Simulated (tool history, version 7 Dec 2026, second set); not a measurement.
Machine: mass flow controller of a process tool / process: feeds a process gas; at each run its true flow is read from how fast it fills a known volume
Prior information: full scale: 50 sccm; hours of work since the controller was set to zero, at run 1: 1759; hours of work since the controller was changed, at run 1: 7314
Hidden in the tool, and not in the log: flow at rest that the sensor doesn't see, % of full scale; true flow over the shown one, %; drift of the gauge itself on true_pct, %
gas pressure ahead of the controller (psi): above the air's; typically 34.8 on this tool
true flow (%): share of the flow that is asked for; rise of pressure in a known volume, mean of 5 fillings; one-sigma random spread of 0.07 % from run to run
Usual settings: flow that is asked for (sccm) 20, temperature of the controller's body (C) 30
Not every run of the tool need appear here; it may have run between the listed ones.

run      day  flow that is asked for (sccm)  gas pressure ahead of the controller (psi)  temperature of the controller's body (C)  hours of work since the controller was set to zero  hours of work since the controller was changed  true flow (%)
  1        0                             20                                        34.8                                        30                                                1759                                            7314           99.2
  2   11.042                             34                                        34.8                                        30                                                1953                                            7509          99.45
  3    20.75                             34                                        34.8                                        30                                                2124                                            7680          99.35
  4   36.796                             12                                        34.8                                        30                                                2407                                            7963          99.21
  5   53.683                             12                                        34.8                                        30                                                2705                                            8261          99.26
  6   67.854                             12                                        34.8                                        30                                                2955                                            8510          99.28
  7   81.417                             12                                        34.8                                        30                                                3194                                            8749          99.28
  8  104.846                             20                                        25.5                                        30                                                3607                                            9162          99.81
  9  128.071                             20                                        34.8                                        30                                                4016                                            9572          99.52
 10  143.996                             20                                        34.8                                        39                                                4297                                            9852          99.27
 11  160.688                             20                                        34.8                                        39                                                4591                                           10147          99.34
 12  170.662                             20                                        34.8                                        39                                                4767                                           10322          99.25
 13  184.571                             20                                        34.8                                        39                                                5012                                           10568          99.29
 14    203.7                             20                                        34.8                                        39                                                5349                                           10905          99.37
     211.454  -- controller's zero set anew
 15  222.175                             20                                        34.8                                        39                                                 189                                           11230          99.49
 16  243.304                             20                                        34.8                                        39                                                 561                                           11602          99.48
 17  254.767                             20                                        22.9                                        30                                                 763                                           11804         100.12
 18  266.892                             20                                        22.9                                        30                                                 977                                           12018         100.21
 19  285.488                             20                                        22.9                                        30                                                1305                                           12346         100.33
 20  302.367                             20                                        22.9                                        30                                                1602                                           12644         100.28
 21  320.392                             20                                        36.4                                        30                                                1920                                           12961           99.9
     335.754  -- gauge calibrated
 22  342.642                             20                                        36.4                                        30                                                2312                                           13353          99.17
 23  362.154                             20                                        36.4                                        30                                                2656                                           13697          99.14
 24  383.712                             20                                        36.4                                        30                                                3036                                           14077          99.25
     391.925  -- controller exchanged for a calibrated one
 25  399.038                             43                                          21                                        30                                                 125                                             125         100.07
 26  420.617                             29                                        24.2                                        20                                                 506                                             506         100.21
 27  433.879                             35                                        22.6                                        25                                                 740                                             740         100.36
 28  444.442                             15                                        22.6                                        30                                                 926                                             926          99.76
 29  465.625                             15                                        22.6                                        30                                                1299                                            1299          99.92
 30  478.638                              9                                        22.6                                        27                                                1528                                            1528          99.81
 31  495.733                             37                                        22.6                                        21                                                1830                                            1830         100.56
 32  509.212                             37                                        22.6                                        21                                                2067                                            2067         100.51
 33  520.554                             20                                        29.3                                        21                                                2267                                            2267         100.21
 34  541.888                             19                                        40.5                                        23                                                2643                                            2643          99.91
 35  554.692                             42                                          26                                        36                                                2869                                            2869         100.12
 36   575.85                             42                                          26                                        36                                                3242                                            3242         100.25
 37  585.975                             31                                        27.7                                        26                                                3420                                            3420         100.28
 38   604.95                              7                                        34.8                                        23                                                3755                                            3755          99.83
 39  615.946                              7                                        29.9                                        24                                                3949                                            3949         100.21
 40  634.621                             29                                        29.9                                        35                                                4278                                            4278         100.02
 41    651.7                             40                                        23.2                                        22                                                4579                                            4579         100.95
 42  661.438                             40                                        35.4                                        37                                                4750                                            4750          99.98
 43  671.521                             40                                        35.4                                        37                                                4928                                            4928         100.13
 44  686.546                             20                                        39.9                                        29                                                5193                                            5193         100.19
 45  698.162                             20                                        39.9                                        29                                                5398                                            5398          99.98
     702.438  -- controller's zero set anew
 46   711.75                             20                                        34.8                                        29                                                 164                                            5637         100.19
 47  733.058                             20                                        34.8                                        29                                                 540                                            6012         100.29
 48  747.642                             20                                        34.8                                        29                                                 797                                            6270         100.29

Table of differences, measured result less the result of that run with no hidden state. Run-to-run variation is the same in both. Gauge scatter possibly is not:
run  true flow (%)
  1          -0.01
  2          +0.02
  3          +0.04
  4          +0.09
  5          +0.14
  6          +0.18
  7          +0.21
  8          +0.27
  9          +0.33
 10          +0.37
 11          +0.42
 12          +0.44
 13          +0.48
 14          +0.53
 15          +0.56
 16          +0.62
 17          +0.65
 18          +0.68
 19          +0.73
 20          +0.77
 21          +0.83
 22             +0
 23          +0.05
 24           +0.1
 25          +0.17
 26          +0.22
 27          +0.26
 28          +0.29
 29          +0.34
 30          +0.38
 31          +0.43
 32          +0.46
 33          +0.49
 34          +0.54
 35          +0.58
 36          +0.63
 37          +0.67
 38          +0.73
 39          +0.76
 40          +0.79
 41          +0.84
 42          +0.85
 43          +0.88
 44          +0.93
 45          +0.95
 46          +0.98
 47          +1.04
 48          +1.07

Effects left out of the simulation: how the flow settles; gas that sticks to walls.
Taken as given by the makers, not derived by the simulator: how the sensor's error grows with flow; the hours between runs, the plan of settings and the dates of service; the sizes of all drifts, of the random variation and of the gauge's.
